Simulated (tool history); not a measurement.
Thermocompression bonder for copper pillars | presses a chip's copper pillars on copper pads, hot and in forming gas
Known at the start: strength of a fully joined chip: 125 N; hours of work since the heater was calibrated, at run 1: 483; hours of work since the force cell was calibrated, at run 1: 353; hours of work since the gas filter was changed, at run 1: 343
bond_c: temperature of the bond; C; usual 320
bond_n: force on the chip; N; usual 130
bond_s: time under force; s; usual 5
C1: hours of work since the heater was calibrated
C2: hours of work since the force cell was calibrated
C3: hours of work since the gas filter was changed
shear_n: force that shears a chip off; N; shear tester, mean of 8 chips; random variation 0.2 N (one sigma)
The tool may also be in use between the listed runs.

run 1 hour=0 | bond_c=320 bond_n=130 bond_s=5 | C1=483 C2=353 C3=343 | shear_n=53
-- hour=3.1 forming gas filter changed
run 2 hour=5.7 | bond_c=320 bond_n=130 bond_s=5 | C1=486 C2=357 C3=2 | shear_n=52.7
run 3 hour=11.5 | bond_c=320 bond_n=130 bond_s=5 | C1=491 C2=361 C3=6 | shear_n=52.7
run 4 hour=18.5 | bond_c=320 bond_n=130 bond_s=5 | C1=495 C2=365 C3=11 | shear_n=52.9
run 5 hour=27.9 | bond_c=320 bond_n=130 bond_s=7 | C1=502 C2=372 C3=17 | shear_n=59.5
run 6 hour=34.8 | bond_c=320 bond_n=130 bond_s=3 | C1=507 C2=377 C3=22 | shear_n=43.2
run 7 hour=44.4 | bond_c=320 bond_n=130 bond_s=5 | C1=514 C2=384 C3=29 | shear_n=52.4
run 8 hour=57 | bond_c=320 bond_n=130 bond_s=5 | C1=522 C2=392 C3=38 | shear_n=52.6
run 9 hour=68.1 | bond_c=306 bond_n=130 bond_s=5 | C1=530 C2=400 C3=45 | shear_n=45.9
run 10 hour=75.5 | bond_c=329 bond_n=130 bond_s=5 | C1=535 C2=405 C3=51 | shear_n=56.3
run 11 hour=83.5 | bond_c=298 bond_n=162 bond_s=3 | C1=541 C2=411 C3=56 | shear_n=43.6
run 12 hour=91.2 | bond_c=298 bond_n=162 bond_s=3 | C1=546 C2=416 C3=62 | shear_n=43.4
run 13 hour=103.1 | bond_c=298 bond_n=162 bond_s=3 | C1=555 C2=425 C3=70 | shear_n=43.5
run 14 hour=113.9 | bond_c=298 bond_n=162 bond_s=3 | C1=562 C2=432 C3=77 | shear_n=43.5

Hidden state at the last listed run before each entry between runs and at the first one after, where it differs:
Between runs 1 and 2: forming gas filter changed (hour 3.1)
  oxide that the forming gas leaves, % of the face: 0.63 -> 0.5; drift of the gauge itself on shear_n, %: 0 -> -0.05
  measured less the result without the state, shear_n: +0 -> +0 N

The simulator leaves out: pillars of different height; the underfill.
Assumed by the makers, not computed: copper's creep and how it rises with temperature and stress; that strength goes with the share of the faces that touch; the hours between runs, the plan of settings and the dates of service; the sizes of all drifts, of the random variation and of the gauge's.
